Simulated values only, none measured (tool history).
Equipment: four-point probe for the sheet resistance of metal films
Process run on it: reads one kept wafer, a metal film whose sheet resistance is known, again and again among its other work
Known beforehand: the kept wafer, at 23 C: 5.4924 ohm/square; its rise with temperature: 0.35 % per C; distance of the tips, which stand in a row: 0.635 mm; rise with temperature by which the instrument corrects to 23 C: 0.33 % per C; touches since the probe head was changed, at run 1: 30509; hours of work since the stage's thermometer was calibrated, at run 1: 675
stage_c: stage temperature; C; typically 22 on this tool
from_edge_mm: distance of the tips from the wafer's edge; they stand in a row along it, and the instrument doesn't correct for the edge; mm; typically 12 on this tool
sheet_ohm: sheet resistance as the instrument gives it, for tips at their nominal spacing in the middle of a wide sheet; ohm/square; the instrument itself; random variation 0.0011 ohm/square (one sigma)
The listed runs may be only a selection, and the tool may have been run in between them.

run    hour  stage_c  from_edge_mm  touches since the probe head was changed  hours of work since the stage's thermometer was calibrated  sheet_ohm
  1     0.0       22            12                                     30509                                                         675   5.500954
  2    31.2       22            12                                     31551                                                         688   5.501281
  3    58.7       22            12                                     32472                                                         700   5.499004
  4    91.0       22            12                                     33552                                                         714   5.499741
  5   109.7       22            12                                     34176                                                         722   5.501380
  6   133.9       22            22                                     34983                                                         732   5.493241
  7   158.8       22            12                                     35815                                                         743   5.501197
  8   188.8       22             4                                     36819                                                         756   5.566787
  9   208.5       22             4                                     37478                                                         764   5.565467
 10   237.7       22            12                                     38451                                                         777   5.501494
 11   276.6       22             5                                     39752                                                         793   5.540067
 12   297.2       22             5                                     40441                                                         802   5.539158
 13   319.6       22            12                                     41187                                                         812   5.502607
 14   338.7       22            12                                     41827                                                         820   5.501212
 15   369.5       22            12                                     42855                                                         833   5.500507
 16   411.4       34            12                                     44257                                                         851   5.508058
 17   436.3       22            21                                     45087                                                         862   5.495937
 18   462.7       22            21                                     45971                                                         873   5.493456
 19   500.3       22            35                                     47227                                                         890   5.492136
 20   518.3       22            35                                     47829                                                         897   5.491895
 21   548.8       20            35                                     48846                                                         910   5.490903
 22   586.3       22            21                                     50101                                                         926   5.494935
 23   615.1       24            12                                     51064                                                         939   5.501146
 24   646.9       24            12                                     52125                                                         952   5.501418
 25   687.6       20             3                                     53486                                                         970   5.621557
 26   726.0       34             3                                     54768                                                         986   5.630591
 27   767.8       34             8                                     56167                                                        1004   5.520170
 28   790.1       34             8                                     56910                                                        1014   5.522370
 29   819.4       29             5                                     57890                                                        1027   5.542875
 30   853.6       32             6                                     59032                                                        1041   5.531907
 31   872.3       27            32                                     59656                                                        1049   5.497191
 32   896.2       27            32                                     60457                                                        1060   5.496660
 33   919.1       27            32                                     61222                                                        1069   5.495740
 34   955.6       32            14                                     62442                                                        1085   5.505341
 35   985.6       22            12                                     63444                                                        1098   5.501107
 36  1024.6       28            28                                     64747                                                        1115   5.497552
 37  1053.9       28            28                                     65725                                                        1127   5.500983
 38  1083.7       22            14                                     66722                                                        1140   5.499763
 39  1125.2       22            17                                     68108                                                        1158   5.495734
 40  1161.3       20            50                                     69314                                                        1173   5.490642
 41  1201.6       22            16                                     70662                                                        1191   5.496385
 42  1238.7       24            18                                     71902                                                        1207   5.496525
 43  1271.5       27            31                                     72998                                                        1221   5.496993
 44  1289.9       31             5                                     73613                                                        1229   5.545898
 45  1324.9       30             6                                     74783                                                        1244   5.530092

Forecast each of these 3 alternatives for the next run:
  A  1342.5       21            55                                     75370                                                        1251          ?
  B  1342.5       23             6                                     75370                                                        1251          ?
  C  1342.5       23            62                                     75370                                                        1251          ?

run  sheet_ohm
  A   5.489738
  B   5.525683
  C   5.494017
With no hidden state in the tool, these same runs would have given:
run  sheet_ohm
  A   5.488691
  B   5.524630
  C   5.492970
